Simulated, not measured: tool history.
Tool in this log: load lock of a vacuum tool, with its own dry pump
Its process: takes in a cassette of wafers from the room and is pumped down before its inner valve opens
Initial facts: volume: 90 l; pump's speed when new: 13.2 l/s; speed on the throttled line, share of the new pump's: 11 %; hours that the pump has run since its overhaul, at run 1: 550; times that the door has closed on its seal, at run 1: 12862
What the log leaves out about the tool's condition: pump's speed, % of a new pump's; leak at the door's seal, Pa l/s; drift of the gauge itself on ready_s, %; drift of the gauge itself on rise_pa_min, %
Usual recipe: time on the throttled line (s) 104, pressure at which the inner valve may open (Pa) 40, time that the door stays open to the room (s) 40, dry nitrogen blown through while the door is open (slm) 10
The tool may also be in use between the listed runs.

run      day  time on the throttled line (s)  pressure at which the inner valve may open (Pa)  time that the door stays open to the room (s)  dry nitrogen blown through while the door is open (slm)  hours that the pump has run since its overhaul  times that the door has closed on its seal  incoming humidity of the room's air, %  time from the closed door until the inner valve may open (s)  rise of the pressure with all valves shut (Pa/min)
  1    0.000                             104                                               40                                             40                                                       10                                             550                                       12862                                    44.7                                                         147.7                                               0.018
  2    9.054                             104                                               40                                             40                                                       10                                             767                                       13308                                    46.1                                                         145.8                                               0.024
  3   17.379                             104                                               40                                             40                                                       10                                             967                                       13718                                    40.7                                                         146.2                                               0.018
  4   26.608                             104                                               40                                             40                                                        8                                            1189                                       14172                                    45.6                                                         144.9                                               0.023
  5   34.929                             104                                               40                                             40                                                       10                                            1388                                       14581                                    46.2                                                         146.1                                               0.022
  6   41.938                             199                                               40                                             40                                                       10                                            1557                                       14926                                    45.4                                                         230.9                                               0.021
  7   48.646                             104                                               53                                             40                                                       10                                            1718                                       15256                                    45.2                                                         144.8                                               0.023
  8   55.367                             104                                               29                                             40                                                       10                                            1879                                       15587                                    45.2                                                         146.7                                               0.019
  9   59.338                             104                                               29                                             40                                                       10                                            1974                                       15782                                    45.5                                                         148.3                                               0.015
 10   68.567                             104                                               29                                             40                                                        8                                            2196                                       16236                                    43.0                                                         148.6                                               0.018
 11   78.000                             104                                               40                                             40                                                        7                                            2422                                       16700                                    46.1                                                         146.7                                               0.030
 12   83.438                             104                                               40                                             40                                                        7                                            2553                                       16968                                    45.3                                                         146.9                                               0.023
 13   91.633                             104                                               40                                             40                                                        7                                            2749                                       17371                                    44.2                                                         146.4                                               0.023
 14   98.975                             118                                               48                                             92                                                       10                                            2925                                       17732                                    46.8                                                         157.0                                               0.032
 15  104.571                             118                                               48                                             92                                                       10                                            3060                                       18008                                    45.6                                                         155.4                                               0.033
 16  111.254                             118                                               48                                             92                                                       10                                            3220                                       18337                                    42.2                                                         158.0                                               0.027
 17  119.333                             104                                               58                                             40                                                        7                                            3414                                       18734                                    42.6                                                         143.2                                               0.022
 18  125.017                             166                                               49                                             43                                                       10                                            3550                                       19014                                    43.5                                                         200.6                                               0.027
 19  132.683                             166                                               49                                             43                                                       10                                            3735                                       19391                                    46.9                                                         200.6                                               0.022
 20  137.421                             166                                               49                                             43                                                       10                                            3848                                       19624                                    45.4                                                         198.9                                               0.023
 21  146.008                              57                                               47                                             34                                                       23                                            4054                                       20047                                    43.2                                                         103.5                                               0.013
 22  153.746                              57                                               30                                             34                                                       25                                            4240                                       20428                                    43.1                                                         106.8                                               0.013
 23  161.950                              62                                               48                                            235                                                       11                                            4437                                       20831                                    43.0                                                         107.5                                               0.043
 24  169.562                             124                                               40                                             83                                                       10                                            4620                                       21206                                    46.0                                                         163.9                                               0.027
 25  174.021                             104                                               40                                            102                                                       10                                            4727                                       21425                                    43.5                                                         145.3                                               0.033

Predict each of these 5 candidate next runs independently; none follows another, all start after run 25:
  A  180.062                             204                                               40                                             39                                                       10                                            4872                                       21723                                    42.5                                                             ?                                                   ?
  B  180.062                             163                                               40                                            102                                                        9                                            4872                                       21723                                    45.7                                                             ?                                                   ?
  C  180.062                              93                                               53                                            102                                                       18                                            4872                                       21723                                    39.8                                                             ?                                                   ?
  D  180.062                             104                                               40                                             40                                                       33                                            4872                                       21723                                    45.5                                                             ?                                                   ?
  E  180.062                             107                                               35                                            102                                                       33                                            4872                                       21723                                    43.6                                                             ?                                                   ?

run  time from the closed door until the inner valve may open (s)  rise of the pressure with all valves shut (Pa/min)
  A                                                         237.8                                               0.020
  B                                                         199.5                                               0.032
  C                                                         134.1                                               0.021
  D                                                         147.4                                               0.022
  E                                                         149.6                                               0.016
Had the tool no hidden state, the same runs would have come out as:
run  time from the closed door until the inner valve may open (s)  rise of the pressure with all valves shut (Pa/min)
  A                                                         237.8                                               0.019
  B                                                         199.5                                               0.031
  C                                                         134.1                                               0.021
  D                                                         147.4                                               0.021
  E                                                         149.6                                               0.015
